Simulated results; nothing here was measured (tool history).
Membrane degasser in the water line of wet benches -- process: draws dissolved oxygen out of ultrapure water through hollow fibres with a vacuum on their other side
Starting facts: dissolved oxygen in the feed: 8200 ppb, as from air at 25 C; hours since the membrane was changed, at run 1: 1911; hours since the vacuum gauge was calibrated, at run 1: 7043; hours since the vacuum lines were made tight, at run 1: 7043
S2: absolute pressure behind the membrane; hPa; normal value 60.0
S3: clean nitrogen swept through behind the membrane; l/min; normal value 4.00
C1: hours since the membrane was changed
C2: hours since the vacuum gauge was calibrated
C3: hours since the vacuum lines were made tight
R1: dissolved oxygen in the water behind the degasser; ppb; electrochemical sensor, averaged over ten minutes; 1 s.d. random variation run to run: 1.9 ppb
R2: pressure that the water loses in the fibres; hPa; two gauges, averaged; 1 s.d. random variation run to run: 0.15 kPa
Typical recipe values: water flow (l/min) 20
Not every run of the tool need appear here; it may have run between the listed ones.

{"run": 1, "hour": 0.0, "water flow (l/min)": 20, "S2": 60.0, "S3": 4.0, "C1": 1911, "C2": 7043, "C3": 7043, "R1": 194.5, "R2": 593.7}
{"run": 2, "hour": 43.9, "water flow (l/min)": 20, "S2": 60.0, "S3": 4.0, "C1": 1955, "C2": 7087, "C3": 7087, "R1": 190.8, "R2": 590.9}
{"run": 3, "hour": 109.4, "water flow (l/min)": 20, "S2": 60.0, "S3": 4.0, "C1": 2020, "C2": 7152, "C3": 7152, "R1": 189.4, "R2": 595.7}
{"run": 4, "hour": 168.3, "water flow (l/min)": 19, "S2": 60.0, "S3": 4.0, "C1": 2079, "C2": 7211, "C3": 7211, "R1": 172.0, "R2": 565.4}
{"run": 5, "hour": 221.7, "water flow (l/min)": 20, "S2": 60.0, "S3": 4.0, "C1": 2133, "C2": 7265, "C3": 7265, "R1": 193.2, "R2": 597.1}
{"run": 6, "hour": 273.4, "water flow (l/min)": 20, "S2": 60.0, "S3": 4.0, "C1": 2184, "C2": 7316, "C3": 7316, "R1": 190.3, "R2": 592.8}
{"run": 7, "hour": 358.0, "water flow (l/min)": 20, "S2": 60.0, "S3": 4.0, "C1": 2269, "C2": 7401, "C3": 7401, "R1": 190.8, "R2": 596.6}
{"run": 8, "hour": 400.2, "water flow (l/min)": 20, "S2": 60.0, "S3": 4.0, "C1": 2311, "C2": 7443, "C3": 7443, "R1": 189.2, "R2": 595.9}
{"run": 9, "hour": 448.1, "water flow (l/min)": 15, "S2": 60.0, "S3": 4.0, "C1": 2359, "C2": 7491, "C3": 7491, "R1": 101.0, "R2": 445.4}
{"run": 10, "hour": 526.4, "water flow (l/min)": 15, "S2": 60.0, "S3": 4.0, "C1": 2437, "C2": 7569, "C3": 7569, "R1": 99.4, "R2": 448.0}
{"run": 11, "hour": 596.3, "water flow (l/min)": 15, "S2": 60.0, "S3": 4.0, "C1": 2507, "C2": 7639, "C3": 7639, "R1": 98.7, "R2": 447.8}
{"run": 12, "hour": 682.8, "water flow (l/min)": 20, "S2": 76.6, "S3": 4.0, "C1": 2594, "C2": 7726, "C3": 7726, "R1": 210.8, "R2": 596.4}
{"run": 13, "hour": 744.2, "water flow (l/min)": 20, "S2": 76.6, "S3": 4.0, "C1": 2655, "C2": 7787, "C3": 7787, "R1": 213.2, "R2": 595.4}
{"run": 14, "hour": 835.2, "water flow (l/min)": 20, "S2": 76.6, "S3": 4.0, "C1": 2746, "C2": 7878, "C3": 7878, "R1": 210.4, "R2": 592.3}
{"run": 15, "hour": 873.3, "water flow (l/min)": 20, "S2": 60.0, "S3": 4.0, "C1": 2784, "C2": 7916, "C3": 7916, "R1": 189.7, "R2": 596.8}
{"run": 16, "hour": 938.8, "water flow (l/min)": 20, "S2": 60.0, "S3": 4.0, "C1": 2850, "C2": 7982, "C3": 7982, "R1": 190.8, "R2": 595.0}
{"run": 17, "hour": 981.9, "water flow (l/min)": 20, "S2": 66.0, "S3": 4.0, "C1": 2893, "C2": 8025, "C3": 8025, "R1": 199.0, "R2": 596.6}
{"hour": 997.6, "done": "vacuum gauge calibrated"}
{"hour": 1027.3, "done": "seals of the vacuum lines changed"}
{"run": 18, "hour": 1047.9, "water flow (l/min)": 31, "S2": 66.0, "S3": 10.11, "C1": 2956, "C2": 48, "C3": 21, "R1": 422.4, "R2": 923.6}
{"run": 19, "hour": 1138.9, "water flow (l/min)": 31, "S2": 66.0, "S3": 10.11, "C1": 3047, "C2": 139, "C3": 112, "R1": 425.7, "R2": 925.2}
{"run": 20, "hour": 1202.5, "water flow (l/min)": 31, "S2": 94.2, "S3": 10.11, "C1": 3111, "C2": 203, "C3": 175, "R1": 449.4, "R2": 923.5}
{"run": 21, "hour": 1242.0, "water flow (l/min)": 31, "S2": 94.2, "S3": 10.11, "C1": 3151, "C2": 242, "C3": 215, "R1": 436.9, "R2": 923.4}
{"run": 22, "hour": 1297.9, "water flow (l/min)": 31, "S2": 94.2, "S3": 10.11, "C1": 3206, "C2": 298, "C3": 271, "R1": 443.1, "R2": 922.6}
{"run": 23, "hour": 1372.5, "water flow (l/min)": 16, "S2": 130.0, "S3": 8.87, "C1": 3281, "C2": 373, "C3": 345, "R1": 133.5, "R2": 478.0}
{"run": 24, "hour": 1464.3, "water flow (l/min)": 16, "S2": 130.0, "S3": 8.87, "C1": 3373, "C2": 465, "C3": 437, "R1": 131.0, "R2": 476.4}
{"run": 25, "hour": 1548.1, "water flow (l/min)": 16, "S2": 130.0, "S3": 8.87, "C1": 3457, "C2": 549, "C3": 521, "R1": 131.7, "R2": 474.7}
{"run": 26, "hour": 1631.7, "water flow (l/min)": 18, "S2": 91.1, "S3": 10.43, "C1": 3540, "C2": 632, "C3": 604, "R1": 147.0, "R2": 535.4}
{"run": 27, "hour": 1710.5, "water flow (l/min)": 18, "S2": 91.1, "S3": 2.27, "C1": 3619, "C2": 711, "C3": 683, "R1": 230.9, "R2": 533.1}
{"run": 28, "hour": 1768.1, "water flow (l/min)": 30, "S2": 42.6, "S3": 2.37, "C1": 3677, "C2": 769, "C3": 741, "R1": 411.7, "R2": 895.8}
{"run": 29, "hour": 1824.0, "water flow (l/min)": 30, "S2": 109.0, "S3": 10.09, "C1": 3732, "C2": 824, "C3": 797, "R1": 423.5, "R2": 891.3}
{"run": 30, "hour": 1894.9, "water flow (l/min)": 17, "S2": 60.0, "S3": 2.18, "C1": 3803, "C2": 895, "C3": 868, "R1": 156.4, "R2": 508.7}
{"run": 31, "hour": 1973.1, "water flow (l/min)": 20, "S2": 104.3, "S3": 9.38, "C1": 3882, "C2": 974, "C3": 946, "R1": 195.6, "R2": 596.0}
{"run": 32, "hour": 2034.0, "water flow (l/min)": 24, "S2": 136.7, "S3": 4.0, "C1": 3943, "C2": 1034, "C3": 1007, "R1": 386.9, "R2": 715.7}

4 options for the next run, each taken on its own from the tool as it stands now. Forecast them:
{"run": "A", "hour": 2105.7, "water flow (l/min)": 20, "S2": 88.6, "S3": 4.0, "C1": 4014, "C2": 1106, "C3": 1078, "R1": "?", "R2": "?"}
{"run": "B", "hour": 2105.7, "water flow (l/min)": 15, "S2": 60.0, "S3": 6.05, "C1": 4014, "C2": 1106, "C3": 1078, "R1": "?", "R2": "?"}
{"run": "C", "hour": 2105.7, "water flow (l/min)": 14, "S2": 136.7, "S3": 4.0, "C1": 4014, "C2": 1106, "C3": 1078, "R1": "?", "R2": "?"}
{"run": "D", "hour": 2105.7, "water flow (l/min)": 20, "S2": 127.3, "S3": 10.05, "C1": 4014, "C2": 1106, "C3": 1078, "R1": "?", "R2": "?"}

run=A R1=227.7 R2=593.5
run=B R1=91.4 R2=447.0
run=C R1=150.0 R2=416.1
run=D R1=206.4 R2=596.3
What these runs would have given with no unlogged condition in the tool:
run=A R1=227.5 R2=593.3
run=B R1=91.3 R2=446.9
run=C R1=149.9 R2=416.0
run=D R1=206.2 R2=596.1

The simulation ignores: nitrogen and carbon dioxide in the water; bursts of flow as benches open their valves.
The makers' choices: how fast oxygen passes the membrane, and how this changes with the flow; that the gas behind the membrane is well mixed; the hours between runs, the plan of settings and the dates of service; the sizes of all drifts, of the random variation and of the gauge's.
